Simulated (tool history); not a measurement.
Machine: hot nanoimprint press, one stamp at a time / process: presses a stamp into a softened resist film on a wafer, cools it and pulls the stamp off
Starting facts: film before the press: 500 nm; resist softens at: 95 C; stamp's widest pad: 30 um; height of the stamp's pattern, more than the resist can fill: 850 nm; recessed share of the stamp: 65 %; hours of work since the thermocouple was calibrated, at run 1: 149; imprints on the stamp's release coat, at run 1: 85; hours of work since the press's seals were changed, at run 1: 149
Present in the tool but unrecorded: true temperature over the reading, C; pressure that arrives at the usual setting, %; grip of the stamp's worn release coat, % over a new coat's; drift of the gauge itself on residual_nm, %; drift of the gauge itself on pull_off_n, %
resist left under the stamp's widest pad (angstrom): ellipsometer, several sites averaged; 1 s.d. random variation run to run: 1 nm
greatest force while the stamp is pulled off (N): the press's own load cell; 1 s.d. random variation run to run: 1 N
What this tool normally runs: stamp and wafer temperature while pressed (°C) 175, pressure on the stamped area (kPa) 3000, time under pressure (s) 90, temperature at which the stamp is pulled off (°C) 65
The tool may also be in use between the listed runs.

run	day	stamp and wafer temperature while pressed (°C)	pressure on the stamped area (kPa)	time under pressure (s)	temperature at which the stamp is pulled off (°C)	hours of work since the thermocouple was calibrated	imprints on the stamp's release coat	hours of work since the press's seals were changed	resist left under the stamp's widest pad (angstrom)	greatest force while the stamp is pulled off (N)
1	0.000	175	3000	90	65	149	85	149	2949	238
2	2.575	175	3000	90	65	195	436	195	2933	241
3	4.317	175	3000	90	65	226	673	226	2945	240
4	6.542	175	3000	90	65	266	976	266	2942	240
# day 7.362: stamp cleaned and given a new release coat
5	8.346	175	3000	90	65	293	134	293	2945	240
6	11.846	179	3000	90	65	356	610	356	2621	237
# day 15.383: stamp cleaned and given a new release coat
7	15.525	179	3000	90	65	417	19	417	2649	239
8	17.650	175	3000	137	65	455	308	455	2583	239
# day 21.312: plate thermocouple calibrated
9	21.312	175	3000	137	65	0	790	518	2568	238
# day 23.717: stamp cleaned and given a new release coat
10	24.229	180	3000	90	65	48	70	565	2558	238
11	27.058	180	3000	90	65	98	455	616	2563	238
12	29.362	180	3000	90	65	139	769	657	2567	237
# day 31.725: stamp cleaned and given a new release coat
13	33.267	180	3000	90	57	204	211	722	2548	253
14	36.650	180	3000	90	57	264	671	782	2557	251
15	39.179	175	3000	60	65	310	1016	827	3310	236
# day 39.954: stamp cleaned and given a new release coat
16	42.108	176	3410	135	54	357	293	875	2363	260
17	44.625	182	3000	168	65	402	636	920	1946	239
18	46.862	182	3000	168	65	442	940	960	1943	238
# day 47.971: stamp cleaned and given a new release coat
19	48.692	182	3000	168	65	470	98	988	1943	235
20	51.183	182	3830	168	65	515	438	1032	1692	238
# day 51.550: plate thermocouple calibrated
# day 52.558: press's hydraulic seals changed and the load cell set to zero
21	54.462	173	3000	72	71	46	821	34	3295	226
# day 56.408: stamp cleaned and given a new release coat
22	56.408	173	3000	72	71	76	0	64	3281	224
23	58.212	168	3410	62	53	108	245	96	3682	259
24	61.517	174	3430	52	62	167	695	155	3330	242
# day 64.388: stamp cleaned and given a new release coat
25	64.517	175	2170	90	65	216	18	204	3374	235
26	67.438	175	1810	178	53	268	415	256	2958	259
27	71.050	175	1810	178	62	333	907	321	2971	240
# day 72.629: stamp cleaned and given a new release coat
28	72.888	175	1860	178	51	361	35	349	2947	261
29	75.167	175	3000	87	53	402	346	390	2973	258

4 options for the next run, each taken on its own from the tool as it stands now. Forecast them:
A	77.800	178	3000	121	53	449	704	436	?	?
B	77.800	175	3000	150	65	449	704	436	?	?
C	77.800	175	2110	162	68	449	704	436	?	?
D	77.800	175	4690	90	63	449	704	436	?	?

run	resist left under the stamp's widest pad (angstrom)	greatest force while the stamp is pulled off (N)
A	2452	258
B	2495	234
C	2859	229
D	2405	239
The same runs, with their run-to-run variation unchanged, on a tool lacking any hidden condition would have given:
run	resist left under the stamp's widest pad (angstrom)	greatest force while the stamp is pulled off (N)
A	2450	264
B	2493	240
C	2857	234
D	2402	244

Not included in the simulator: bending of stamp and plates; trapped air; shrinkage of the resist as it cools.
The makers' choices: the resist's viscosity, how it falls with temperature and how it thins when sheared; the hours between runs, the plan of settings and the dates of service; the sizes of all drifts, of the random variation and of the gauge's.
